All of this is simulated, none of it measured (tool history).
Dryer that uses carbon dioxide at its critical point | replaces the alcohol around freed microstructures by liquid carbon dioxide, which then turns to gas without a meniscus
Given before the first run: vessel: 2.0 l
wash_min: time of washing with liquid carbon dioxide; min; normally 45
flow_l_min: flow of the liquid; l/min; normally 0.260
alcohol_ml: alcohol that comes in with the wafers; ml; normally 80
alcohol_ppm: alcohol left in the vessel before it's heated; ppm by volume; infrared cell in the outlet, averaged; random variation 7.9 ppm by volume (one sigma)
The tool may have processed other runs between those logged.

run,hour,wash_min,flow_l_min,alcohol_ml,alcohol_ppm
1,0.0,45,0.260,80,593
2,17.3,45,0.260,80,592
3,38.2,45,0.260,80,612
4,57.6,45,0.260,80,612
5,69.4,45,0.260,80,621
6,78.9,45,0.260,80,628
7,94.4,45,0.260,80,633
8,106.3,45,0.260,80,638
9,127.4,66,0.260,80,148
10,143.8,45,0.260,80,638
# hour 146.2: inlet filter changed
11,159.9,45,0.260,80,485
12,177.3,45,0.260,25,209
13,189.2,45,0.260,25,199
14,207.5,57,0.180,74,774
15,223.7,39,0.376,29,129
16,236.9,38,0.424,31,104
17,254.3,52,0.160,69,1502
18,276.0,52,0.160,69,1488
19,297.5,56,0.160,33,611
20,317.4,56,0.160,33,644
21,336.2,45,0.163,53,1749
22,347.9,45,0.163,53,1711
23,368.2,45,0.163,53,1735
24,389.4,45,0.260,30,281
25,399.3,45,0.157,112,3984
26,414.3,45,0.406,80,131

Alternative continuations, all from the tool just after run 26; predict every row:
A,435.6,41,0.328,51,?
B,435.6,45,0.403,36,?
C,435.6,66,0.205,80,?
D,435.6,60,0.338,25,?
E,435.6,45,0.406,90,?

run,alcohol_ppm
A,264
B,112
C,341
D,110
E,133
Stripped of hidden state, with their random variation kept, the same runs would have yielded:
run,alcohol_ppm
A,141
B,17
C,201
D,17
E,32
